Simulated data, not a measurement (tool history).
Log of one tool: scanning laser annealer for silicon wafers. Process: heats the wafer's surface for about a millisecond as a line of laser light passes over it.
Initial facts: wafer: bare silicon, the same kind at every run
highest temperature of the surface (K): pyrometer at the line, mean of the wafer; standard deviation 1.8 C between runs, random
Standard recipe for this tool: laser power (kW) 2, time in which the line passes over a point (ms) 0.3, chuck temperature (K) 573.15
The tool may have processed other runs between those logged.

run     day  laser power (kW)  time in which the line passes over a point (ms)  chuck temperature (K)  highest temperature of the surface (K)
  1       0                 2                                              0.3                 573.15                                 1281.15
  2   1.588                 2                                              0.3                 573.15                                 1278.15
  3   4.054                 2                                            0.263                 573.15                                 1233.15
  4   5.154                 2                                            0.263                 573.15                                 1231.15
  5   6.988             2.132                                            0.263                 573.15                                 1275.15
  6   8.929                 2                                              0.3                 573.15                                 1270.15
  7  11.367                 2                                              0.3                 573.15                                 1269.15
  8  12.483                 2                                              0.3                 573.15                                 1268.15
  9      14                 2                                              0.3                 573.15                                 1267.15
 10  15.938                 2                                              0.3                 573.15                                 1265.15
 11  17.396                 2                                              0.3                 573.15                                 1262.15
 12  18.883                 2                                              0.3                 573.15                                 1266.15
 13  19.992                 2                                              0.3                 573.15                                 1261.15
     20.238  -- window over the wafer cleaned
 14  21.996                 2                                              0.3                 573.15                                 1285.15
 15  24.192                 2                                              0.3                 573.15                                 1282.15
     24.504  -- optics aligned, line set to its width
 16  26.333             1.933                                            0.211                 568.15                                 1135.15
 17   27.35             1.933                                            0.211                 570.15                                 1140.15
 18  29.554             2.124                                            0.282                 570.15                                 1295.15
 19  30.862             2.124                                            0.282                 570.15                                 1291.15
 20  33.179             1.796                                             0.21                 535.15                                 1057.15
     35.146  -- optics aligned, line set to its width, once more
 21  35.342             1.796                                             0.21                 535.15                                 1057.15
 22  36.567             2.075                                            0.314                 573.15                                 1317.15
 23  37.921             2.075                                            0.329                 573.15                                 1332.15
 24  39.258             2.075                                            0.329                 573.15                                 1334.15
 25  40.688             1.759                                            0.346                 610.15                                 1261.15
 26  42.954             1.759                                            0.346                 610.15                                 1260.15
 27  44.646             2.105                                            0.346                 550.15                                 1336.15
 28  46.162             1.733                                              0.3                 565.15                                 1158.15

3 ways to go on from here, each from the tool as it stands after run 28. What would each give?
     47.912  -- window over the wafer cleaned
  A  48.038             2.056                                            0.331                 573.15                                       ?
     47.912  -- window over the wafer cleaned
  B  48.038                 2                                            0.258                 583.15                                       ?
     47.912  -- window over the wafer cleaned
  C  48.038             1.713                                              0.3                 573.15                                       ?

run  highest temperature of the surface (K)
  A                                 1343.15
  B                                 1239.15
  C                                 1174.15
Without the tool's unlogged condition, the same runs would have read:
run  highest temperature of the surface (K)
  A                                 1352.15
  B                                 1247.15
  C                                 1181.15
